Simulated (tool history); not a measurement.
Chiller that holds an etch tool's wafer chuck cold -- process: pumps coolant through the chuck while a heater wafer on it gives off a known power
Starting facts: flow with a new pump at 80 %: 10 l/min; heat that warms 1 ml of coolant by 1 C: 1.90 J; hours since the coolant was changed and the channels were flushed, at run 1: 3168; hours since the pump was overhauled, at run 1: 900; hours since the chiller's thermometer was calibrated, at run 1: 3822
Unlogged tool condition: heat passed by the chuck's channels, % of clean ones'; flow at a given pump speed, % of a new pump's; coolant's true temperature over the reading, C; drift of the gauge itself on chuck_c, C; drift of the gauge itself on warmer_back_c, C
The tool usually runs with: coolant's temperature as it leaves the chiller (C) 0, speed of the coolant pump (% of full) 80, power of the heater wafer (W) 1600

run,hour,coolant's temperature as it leaves the chiller (C),speed of the coolant pump (% of full),power of the heater wafer (W),hours since the coolant was changed and the channels were flushed,hours since the pump was overhauled,hours since the chiller's thermometer was calibrated,chuck's temperature once it has settled (C),how much warmer the coolant comes back (C)
1,0,0,80,1600,3168,900,3822,20.3,5.21
2,17.4,0,88,1600,3185,918,3839,18.9,4.72
3,48.9,0,80,1600,3217,949,3871,20.4,5.15
4,62.8,0,80,1600,3231,963,3885,20.5,5.17
5,81.7,0,80,1544,3250,982,3904,19.7,5.01
6,110.5,0,80,1600,3278,1011,3932,20.6,5.26
7,143,0,80,1600,3311,1043,3965,20.6,5.2
8,170.7,-1,80,1600,3339,1071,3993,19.4,5.29
9,188.8,-1,80,1600,3357,1089,4011,19.5,5.18
10,212.5,9,78,1600,3380,1113,4034,29.9,5.37
11,238,9,78,1600,3406,1138,4060,30,5.4
12,257.2,9,78,1600,3425,1158,4079,30.1,5.39
13,275.7,0,80,819,3443,1176,4098,10.6,2.67
14,295.9,-1,80,819,3464,1196,4118,9.9,2.75

Predict each of these 5 candidate next runs independently; none follows another, all start after run 14:
A,312.6,-1,62,819,3480,1213,4134,?,?
B,312.6,6,71,852,3480,1213,4134,?,?
C,312.6,-7,87,830,3480,1213,4134,?,?
D,312.6,-6,74,838,3480,1213,4134,?,?
E,312.6,-1,80,1819,3480,1213,4134,?,?

run,chuck's temperature once it has settled (C),how much warmer the coolant comes back (C)
A,12.5,3.5
B,18.5,3.19
C,3.4,2.52
D,5.8,3.01
E,22.5,5.92
With no hidden state in the tool, these same runs would have given:
run,chuck's temperature once it has settled (C),how much warmer the coolant comes back (C)
A,10.4,3.37
B,16.6,3.07
C,1.7,2.42
D,3.9,2.89
E,19.4,5.69
